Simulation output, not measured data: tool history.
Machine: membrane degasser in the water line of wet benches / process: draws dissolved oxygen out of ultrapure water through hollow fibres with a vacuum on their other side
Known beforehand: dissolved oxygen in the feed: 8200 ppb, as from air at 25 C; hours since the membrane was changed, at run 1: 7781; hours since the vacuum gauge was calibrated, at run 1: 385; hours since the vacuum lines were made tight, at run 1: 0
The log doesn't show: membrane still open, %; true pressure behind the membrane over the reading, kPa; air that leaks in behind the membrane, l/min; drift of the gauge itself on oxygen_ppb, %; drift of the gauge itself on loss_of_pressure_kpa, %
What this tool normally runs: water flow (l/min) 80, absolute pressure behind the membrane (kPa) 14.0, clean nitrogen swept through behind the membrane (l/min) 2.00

run,hour,water flow (l/min),absolute pressure behind the membrane (kPa),clean nitrogen swept through behind the membrane (l/min),hours since the membrane was changed,hours since the vacuum gauge was calibrated,hours since the vacuum lines were made tight,dissolved oxygen in the water behind the degasser (ppb),pressure that the water loses in the fibres (kPa)
1,0.0,80,14.0,2.00,7781,385,0,843.2,50.50
2,236.1,80,21.2,2.00,8017,621,236,1302.3,50.52
3,337.2,80,21.2,2.00,8118,722,337,1292.9,50.64
4,482.0,80,21.2,2.00,8263,867,482,1291.4,50.20
5,717.2,80,21.2,2.00,8498,1102,717,1304.9,50.35
6,829.4,80,21.2,2.00,8610,1214,829,1300.5,50.28
7,1056.8,80,21.2,2.00,8838,1442,1057,1297.0,50.53
8,1271.0,80,21.2,2.00,9052,1656,1271,1311.0,50.45
9,1424.4,80,12.9,2.00,9206,1809,1424,767.0,50.61
10,1624.8,80,12.9,2.00,9406,2010,1625,772.8,50.99
11,1836.3,80,14.0,1.04,9617,2221,1836,1299.5,50.72
12,1940.3,80,14.0,1.04,9721,2325,1940,1297.3,50.72
13,2156.3,80,25.0,2.29,9937,2541,2156,1399.7,51.19
14,2368.2,100,10.4,1.52,10149,2753,2368,862.9,63.49
15,2519.2,57,14.0,2.00,10300,2904,2519,640.6,36.24
16,2685.2,57,14.0,2.00,10466,3070,2685,645.0,36.14
17,2930.0,57,14.0,2.00,10711,3315,2930,644.2,36.29
18,3114.0,85,14.0,3.79,10895,3499,3114,571.5,54.21
19,3280.4,85,14.0,3.79,11061,3665,3280,565.6,54.07
20,3440.2,74,14.0,5.46,11221,3825,3440,375.2,47.33
21,3644.3,95,15.0,3.17,11425,4029,3644,779.7,60.56
22,3744.9,125,12.5,3.17,11526,4130,3745,813.7,79.72
23,3986.6,125,12.5,3.17,11768,4372,3987,824.0,80.16

Forecast each of these 3 alternatives for the next run:
# hour 4100.2: vacuum gauge calibrated
A,4224.6,53,9.2,4.03,12005,124,4224,?,?
# hour 4100.2: vacuum gauge calibrated
B,4224.6,53,14.1,3.34,12005,124,4224,?,?
# hour 4100.2: vacuum gauge calibrated
C,4224.6,66,16.2,1.23,12005,124,4224,?,?

run,dissolved oxygen in the water behind the degasser (ppb),pressure that the water loses in the fibres (kPa)
A,204.1,33.92
B,407.1,33.86
C,1203.1,42.13
What these runs would have given with no unlogged condition in the tool:
run,dissolved oxygen in the water behind the degasser (ppb),pressure that the water loses in the fibres (kPa)
A,196.6,32.38
B,398.7,32.32
C,1193.5,40.21
